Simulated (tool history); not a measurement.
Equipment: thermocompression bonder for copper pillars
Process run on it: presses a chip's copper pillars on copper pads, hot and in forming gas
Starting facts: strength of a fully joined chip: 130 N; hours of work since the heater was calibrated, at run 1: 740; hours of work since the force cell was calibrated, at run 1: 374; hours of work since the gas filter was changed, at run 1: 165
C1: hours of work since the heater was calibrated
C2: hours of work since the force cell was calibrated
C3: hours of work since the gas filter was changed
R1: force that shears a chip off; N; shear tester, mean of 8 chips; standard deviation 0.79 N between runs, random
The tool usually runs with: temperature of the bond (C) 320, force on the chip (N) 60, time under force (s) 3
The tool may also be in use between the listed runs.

run 1 hour=0.0 | temperature_of_the_bond_(C)=320 force_on_the_chip_(N)=60 time_under_force_(s)=3 | C1=740 C2=374 C3=165 | R1=55.7
run 2 hour=21.7 | temperature_of_the_bond_(C)=320 force_on_the_chip_(N)=60 time_under_force_(s)=3 | C1=752 C2=386 C3=177 | R1=58.1
run 3 hour=50.2 | temperature_of_the_bond_(C)=320 force_on_the_chip_(N)=60 time_under_force_(s)=3 | C1=767 C2=402 C3=193 | R1=56.9
run 4 hour=88.0 | temperature_of_the_bond_(C)=320 force_on_the_chip_(N)=60 time_under_force_(s)=3 | C1=788 C2=422 C3=214 | R1=56.2
run 5 hour=120.3 | temperature_of_the_bond_(C)=320 force_on_the_chip_(N)=60 time_under_force_(s)=3 | C1=805 C2=440 C3=231 | R1=56.1
run 6 hour=153.9 | temperature_of_the_bond_(C)=319 force_on_the_chip_(N)=60 time_under_force_(s)=3 | C1=824 C2=458 C3=250 | R1=54.4
run 7 hour=178.8 | temperature_of_the_bond_(C)=320 force_on_the_chip_(N)=87 time_under_force_(s)=3 | C1=837 C2=472 C3=263 | R1=66.4
run 8 hour=203.1 | temperature_of_the_bond_(C)=320 force_on_the_chip_(N)=87 time_under_force_(s)=6 | C1=851 C2=485 C3=276 | R1=78.5
run 9 hour=237.7 | temperature_of_the_bond_(C)=320 force_on_the_chip_(N)=87 time_under_force_(s)=6 | C1=870 C2=504 C3=295 | R1=79.5
run 10 hour=277.7 | temperature_of_the_bond_(C)=320 force_on_the_chip_(N)=87 time_under_force_(s)=6 | C1=891 C2=526 C3=317 | R1=78.2
run 11 hour=305.4 | temperature_of_the_bond_(C)=320 force_on_the_chip_(N)=87 time_under_force_(s)=6 | C1=907 C2=541 C3=332 | R1=77.7
-- hour=320.6 forming gas filter changed
run 12 hour=334.6 | temperature_of_the_bond_(C)=320 force_on_the_chip_(N)=87 time_under_force_(s)=6 | C1=922 C2=557 C3=8 | R1=84.5
run 13 hour=371.2 | temperature_of_the_bond_(C)=320 force_on_the_chip_(N)=60 time_under_force_(s)=3 | C1=942 C2=577 C3=28 | R1=58.3
run 14 hour=397.0 | temperature_of_the_bond_(C)=320 force_on_the_chip_(N)=60 time_under_force_(s)=3 | C1=956 C2=591 C3=42 | R1=56.7
run 15 hour=437.1 | temperature_of_the_bond_(C)=320 force_on_the_chip_(N)=54 time_under_force_(s)=3 | C1=978 C2=613 C3=64 | R1=55.0
run 16 hour=482.9 | temperature_of_the_bond_(C)=320 force_on_the_chip_(N)=78 time_under_force_(s)=3 | C1=1003 C2=638 C3=89 | R1=64.6
run 17 hour=515.4 | temperature_of_the_bond_(C)=302 force_on_the_chip_(N)=51 time_under_force_(s)=5 | C1=1021 C2=656 C3=106 | R1=56.6
run 18 hour=552.3 | temperature_of_the_bond_(C)=306 force_on_the_chip_(N)=44 time_under_force_(s)=5 | C1=1041 C2=676 C3=127 | R1=53.0
run 19 hour=592.3 | temperature_of_the_bond_(C)=308 force_on_the_chip_(N)=68 time_under_force_(s)=5 | C1=1063 C2=698 C3=148 | R1=65.8
run 20 hour=616.4 | temperature_of_the_bond_(C)=308 force_on_the_chip_(N)=68 time_under_force_(s)=5 | C1=1076 C2=711 C3=162 | R1=64.3
run 21 hour=654.3 | temperature_of_the_bond_(C)=323 force_on_the_chip_(N)=52 time_under_force_(s)=2 | C1=1097 C2=732 C3=182 | R1=45.7
run 22 hour=676.9 | temperature_of_the_bond_(C)=338 force_on_the_chip_(N)=52 time_under_force_(s)=4 | C1=1109 C2=744 C3=195 | R1=64.7
run 23 hour=721.7 | temperature_of_the_bond_(C)=330 force_on_the_chip_(N)=60 time_under_force_(s)=7 | C1=1134 C2=768 C3=219 | R1=77.2
run 24 hour=766.4 | temperature_of_the_bond_(C)=338 force_on_the_chip_(N)=64 time_under_force_(s)=3 | C1=1158 C2=793 C3=244 | R1=64.7
-- hour=795.7 force cell calibrated
run 25 hour=810.9 | temperature_of_the_bond_(C)=300 force_on_the_chip_(N)=60 time_under_force_(s)=3 | C1=1182 C2=8 C3=267 | R1=45.6
run 26 hour=838.6 | temperature_of_the_bond_(C)=300 force_on_the_chip_(N)=60 time_under_force_(s)=2 | C1=1197 C2=23 C3=282 | R1=38.7
run 27 hour=865.0 | temperature_of_the_bond_(C)=319 force_on_the_chip_(N)=54 time_under_force_(s)=2 | C1=1211 C2=38 C3=297 | R1=42.5
run 28 hour=910.6 | temperature_of_the_bond_(C)=320 force_on_the_chip_(N)=60 time_under_force_(s)=8 | C1=1236 C2=63 C3=322 | R1=73.8
-- hour=945.6 forming gas filter changed
run 29 hour=957.4 | temperature_of_the_bond_(C)=326 force_on_the_chip_(N)=60 time_under_force_(s)=3 | C1=1261 C2=88 C3=6 | R1=59.4
-- hour=977.9 heater calibrated with a thermocouple chip
run 30 hour=986.9 | temperature_of_the_bond_(C)=323 force_on_the_chip_(N)=60 time_under_force_(s)=8 | C1=5 C2=103 C3=21 | R1=86.9

Pick out some run-to-run changes in R1. Of each, how much would a tool without hidden state show as well, from the settings, what came in and chance, and how much is left for the hidden state and any gauge scatter not in both results compared?
The hidden state here: true temperature of the bond over the reading, C; force that reaches the chip, % of what is set; oxide that the forming gas leaves, % of the face; drift of the gauge itself on shear_n, %.
Run 11 -> 12: forming gas filter changed. R1 +6.8 N: hidden state +6.2, all else +0.6.
Run 12 -> 13: force on the chip (N) 87 -> 60, time under force (s) 6 -> 3. R1 -26.2 N: hidden state +0.0, all else -26.2.
Run 27 -> 28: temperature of the bond (C) 319 -> 320, force on the chip (N) 54 -> 60, time under force (s) 2 -> 8. R1 +31.3 N: hidden state -3.9, all else +35.2.
Run 28 -> 29: temperature of the bond (C) 320 -> 326, time under force (s) 8 -> 3, forming gas filter changed. R1 -14.4 N: hidden state +6.0, all else -20.4.
Run 29 -> 30: temperature of the bond (C) 326 -> 323, time under force (s) 3 -> 8, heater calibrated with a thermocouple chip. R1 +27.5 N: hidden state +5.2, all else +22.3.

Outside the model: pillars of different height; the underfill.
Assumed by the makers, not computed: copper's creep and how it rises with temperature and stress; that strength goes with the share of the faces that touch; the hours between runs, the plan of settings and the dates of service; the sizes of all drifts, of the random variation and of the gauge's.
